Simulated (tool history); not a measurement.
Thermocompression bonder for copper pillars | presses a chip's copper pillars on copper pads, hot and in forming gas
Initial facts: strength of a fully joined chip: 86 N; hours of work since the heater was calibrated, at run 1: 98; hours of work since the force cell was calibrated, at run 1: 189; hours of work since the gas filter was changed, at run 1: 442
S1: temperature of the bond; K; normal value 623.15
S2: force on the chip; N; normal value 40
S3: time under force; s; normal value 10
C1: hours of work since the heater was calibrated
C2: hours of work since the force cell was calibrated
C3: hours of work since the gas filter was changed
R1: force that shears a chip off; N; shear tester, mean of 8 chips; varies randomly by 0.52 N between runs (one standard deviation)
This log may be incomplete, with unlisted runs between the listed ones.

run    day      S1  S2  S3   C1   C2   C3    R1
  1  0.000  623.15  40  10   98  189  442  36.8
  2  0.254  623.15  40  10  101  192  445  36.6
  3  0.554  623.15  40  10  104  195  449  36.4
  4  0.725  623.15  40  10  106  197  451  36.4
  5  1.004  623.15  40  10  110  201  454  36.2
  6  1.308  623.15  40  10  113  204  458  36.6
  7  1.604  601.15  40  10  117  208  462  26.7
  8  1.825  601.15  40  10  120  211  464  27.3
  9  2.117  601.15  40  10  123  214  468  27.1
 10  2.375  601.15  40  10  126  217  471  27.3
 11  2.671  601.15  40  10  130  221  474  26.7
     2.871  -- forming gas filter changed
 12  3.104  601.15  40  10  135  226    3  29.5
 13  3.438  601.15  40  10  139  230    7  30.9
 14  3.688  601.15  40  10  142  233   10  29.5
 15  3.929  646.15  28  27  145  236   13  52.0
 16  4.108  606.15  43  27  147  238   15  49.8
 17  4.392  606.15  43  27  150  241   18  49.7
 18  4.583  606.15  43  27  153  244   21  49.5
 19  4.775  615.15  41  14  155  246   23  42.4
 20  5.117  615.15  46  22  159  250   27  53.3
 21  5.329  615.15  46  22  162  253   30  54.2
 22  5.650  612.15  55   7  165  256   33  41.2
 23  5.912  640.15  51  30  169  260   37  73.4
 24  6.258  635.15  54  10  173  264   41  58.4
 25  6.483  606.15  37  17  175  266   43  36.3
 26  6.804  606.15  37  17  179  270   47  36.7

The next listed run, before its measurement:
 27  7.088  606.15  37  17  183  274  51   ?

R1: 36.9 N
With the hidden condition absent and the run-to-run variation left alone, this run would have shown R1 36.5 N.
